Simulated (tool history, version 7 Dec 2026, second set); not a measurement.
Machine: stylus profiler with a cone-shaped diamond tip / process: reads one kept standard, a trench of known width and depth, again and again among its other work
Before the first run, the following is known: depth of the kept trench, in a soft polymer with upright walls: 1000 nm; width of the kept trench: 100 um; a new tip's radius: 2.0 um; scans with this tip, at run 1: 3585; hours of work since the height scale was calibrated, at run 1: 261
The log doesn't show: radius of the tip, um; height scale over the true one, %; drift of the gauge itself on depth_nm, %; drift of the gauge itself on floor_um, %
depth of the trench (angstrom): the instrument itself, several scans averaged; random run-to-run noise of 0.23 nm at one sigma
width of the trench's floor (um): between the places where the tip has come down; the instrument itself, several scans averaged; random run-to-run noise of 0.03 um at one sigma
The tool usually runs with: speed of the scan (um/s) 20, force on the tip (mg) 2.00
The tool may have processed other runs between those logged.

| run | hour | speed of the scan (um/s) | force on the tip (mg) | scans with this tip | hours of work since the height scale was calibrated | depth of the trench (angstrom) | width of the trench's floor (um) |
|---|---|---|---|---|---|---|---|
| 1 | 0.0 | 20 | 2.00 | 3585 | 261 | 10144.6 | 95.68 |
| 2 | 17.7 | 20 | 4.14 | 3757 | 273 | 10234.3 | 95.74 |
| 3 | 42.2 | 20 | 0.91 | 3996 | 291 | 10088.2 | 95.60 |
| 4 | 60.7 | 5 | 0.91 | 4175 | 304 | 10089.5 | 95.64 |
| 5 | 88.0 | 5 | 0.91 | 4441 | 323 | 10089.7 | 95.62 |
| 6 | 105.0 | 20 | 1.17 | 4606 | 335 | 10106.8 | 95.46 |
| 7 | 131.2 | 20 | 2.00 | 4861 | 354 | 10147.0 | 95.45 |
| 8 | 157.7 | 20 | 2.00 | 5118 | 373 | 10150.2 | 95.41 |
| 9 | 172.7 | 20 | 1.24 | 5263 | 383 | 10113.0 | 95.35 |
|  | 174.4 | height scale calibrated on a step standard |
| 10 | 197.2 | 20 | 1.24 | 5497 | 16 | 10119.8 | 95.31 |
| 11 | 224.8 | 15 | 1.13 | 5766 | 36 | 10112.2 | 95.31 |
| 12 | 237.9 | 20 | 1.32 | 5893 | 45 | 10123.6 | 95.30 |
| 13 | 257.2 | 20 | 1.32 | 6080 | 59 | 10121.9 | 95.18 |

Here are 4 independent what-if runs from the current tool condition. What would each one return?
|  | 271.4 | height scale calibrated on a step standard, once more |
| A | 281.2 | 9 | 1.27 | 6309 | 7 | ? | ? |
|  | 271.4 | height scale calibrated on a step standard, once more |
| B | 281.2 | 57 | 2.70 | 6309 | 7 | ? | ? |
|  | 271.4 | height scale calibrated on a step standard, once more |
| C | 281.2 | 20 | 1.68 | 6309 | 7 | ? | ? |
|  | 271.4 | height scale calibrated on a step standard, once more |
| D | 281.2 | 17 | 2.22 | 6309 | 7 | ? | ? |

| run | depth of the trench (angstrom) | width of the trench's floor (um) |
|---|---|---|
| A | 10108.0 | 95.32 |
| B | 10176.9 | 94.97 |
| C | 10125.5 | 95.25 |
| D | 10155.6 | 95.21 |
With no hidden state in the tool, these same runs would have given:
| run | depth of the trench (angstrom) | width of the trench's floor (um) |
|---|---|---|
| A | 10103.5 | 96.50 |
| B | 10172.4 | 96.15 |
| C | 10121.0 | 96.44 |
| D | 10151.1 | 96.39 |
